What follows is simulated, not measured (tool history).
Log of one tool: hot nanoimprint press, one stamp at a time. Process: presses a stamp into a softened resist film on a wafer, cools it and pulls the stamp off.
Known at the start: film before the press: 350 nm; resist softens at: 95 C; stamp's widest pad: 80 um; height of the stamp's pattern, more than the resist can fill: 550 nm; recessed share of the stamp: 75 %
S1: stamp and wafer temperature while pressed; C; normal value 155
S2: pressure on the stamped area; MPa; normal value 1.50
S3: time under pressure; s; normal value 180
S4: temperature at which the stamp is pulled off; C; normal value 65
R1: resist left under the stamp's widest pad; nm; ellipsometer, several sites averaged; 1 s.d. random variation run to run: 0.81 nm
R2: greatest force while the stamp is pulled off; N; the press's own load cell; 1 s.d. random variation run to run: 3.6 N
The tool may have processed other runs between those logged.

| run | day | S1 | S2 | S3 | S4 | R1 | R2 |
|---|---|---|---|---|---|---|---|
| 1 | 0.000 | 155 | 1.50 | 180 | 65 | 149.7 | 188 |
| 2 | 0.267 | 155 | 1.50 | 120 | 65 | 175.3 | 190 |
| 3 | 0.675 | 155 | 1.50 | 120 | 65 | 175.0 | 191 |
| 4 | 1.083 | 155 | 1.50 | 180 | 71 | 148.7 | 154 |
| 5 | 1.575 | 155 | 1.50 | 180 | 71 | 148.0 | 158 |
| 6 | 2.196 | 155 | 1.50 | 180 | 71 | 147.9 | 153 |
| 7 | 2.696 | 155 | 1.50 | 180 | 71 | 148.6 | 157 |
| 8 | 3.158 | 155 | 1.74 | 180 | 65 | 139.8 | 198 |
| 9 | 3.575 | 155 | 1.50 | 180 | 65 | 148.3 | 194 |
| 10 | 3.988 | 155 | 1.50 | 180 | 65 | 148.5 | 195 |
| 11 | 4.562 | 155 | 1.50 | 180 | 65 | 147.2 | 189 |
| 12 | 5.021 | 155 | 1.50 | 180 | 65 | 148.9 | 199 |
| 13 | 5.350 | 155 | 1.50 | 180 | 65 | 149.2 | 198 |
| 14 | 5.954 | 155 | 1.50 | 180 | 65 | 147.8 | 197 |
| 15 | 6.508 | 165 | 1.50 | 180 | 65 | 104.5 | 191 |
| 16 | 7.025 | 159 | 2.39 | 180 | 65 | 104.6 | 195 |
| 17 | 7.617 | 146 | 1.31 | 205 | 64 | 203.9 | 200 |
| 18 | 8.162 | 164 | 1.33 | 96 | 65 | 148.3 | 199 |
| 19 | 8.783 | 164 | 1.33 | 96 | 65 | 148.0 | 204 |
| 20 | 9.212 | 159 | 1.10 | 107 | 65 | 178.7 | 194 |
| 21 | 9.596 | 155 | 1.50 | 100 | 57 | 184.9 | 241 |
| 22 | 9.996 | 155 | 1.50 | 355 | 51 | 110.4 | 293 |
| 23 | 10.292 | 155 | 1.50 | 355 | 51 | 108.9 | 282 |

Below, each run's measurement less what the same run would have read without the hidden state. Both values contain the same run-to-run variation, but the gauge's scatter may not be the same in both:
The hidden state here: true temperature over the reading, C; pressure that arrives at the usual setting, %; grip of the stamp's worn release coat, % over a new coat's; drift of the gauge itself on residual_nm, %; drift of the gauge itself on pull_off_n, %.
| run | R1 | R2 |
|---|---|---|
| 1 | -3.5 | +14 |
| 2 | -3.8 | +15 |
| 3 | -3.8 | +15 |
| 4 | -3.6 | +12 |
| 5 | -3.8 | +13 |
| 6 | -3.8 | +13 |
| 7 | -4.0 | +14 |
| 8 | -3.9 | +19 |
| 9 | -4.1 | +19 |
| 10 | -4.1 | +19 |
| 11 | -4.3 | +20 |
| 12 | -4.4 | +21 |
| 13 | -4.4 | +21 |
| 14 | -4.5 | +22 |
| 15 | -3.2 | +21 |
| 16 | -3.4 | +22 |
| 17 | -6.0 | +24 |
| 18 | -4.3 | +25 |
| 19 | -4.5 | +26 |
| 20 | -5.2 | +25 |
| 21 | -5.6 | +33 |
| 22 | -4.2 | +41 |
| 23 | -4.2 | +40 |
